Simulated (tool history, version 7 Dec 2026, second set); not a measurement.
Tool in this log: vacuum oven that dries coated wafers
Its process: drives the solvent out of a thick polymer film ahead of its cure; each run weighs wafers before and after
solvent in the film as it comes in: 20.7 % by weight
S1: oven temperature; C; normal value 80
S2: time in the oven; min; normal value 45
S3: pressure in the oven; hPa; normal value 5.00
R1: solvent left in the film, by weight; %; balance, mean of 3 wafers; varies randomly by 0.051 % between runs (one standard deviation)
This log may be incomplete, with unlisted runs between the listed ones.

run	day	S1	S2	S3	R1
1	0.000	80	45	5.00	1.02
2	3.142	80	45	5.00	1.02
3	6.242	80	45	5.00	1.10
4	9.154	80	45	5.00	1.00
5	11.525	80	45	5.00	1.05
6	13.825	80	45	5.00	1.10
7	17.829	80	64	5.00	0.57
8	21.196	80	64	5.00	0.59
9	24.675	80	48	5.00	1.08
10	27.533	80	48	5.00	0.99
11	30.788	80	48	5.00	1.05
12	33.742	80	52	5.00	0.92
13	35.546	80	73	5.00	0.53
14	37.883	80	73	5.00	0.48
15	41.871	80	73	5.00	0.55
16	45.725	69	73	5.00	2.64

The next listed run, before its measurement:
17	47.408	94	43	8.31	?

{"run 17": {"R1": 0.41}}
Were there no unlogged condition in the tool, this run, its random variation unchanged, would have produced R1 0.30 %.
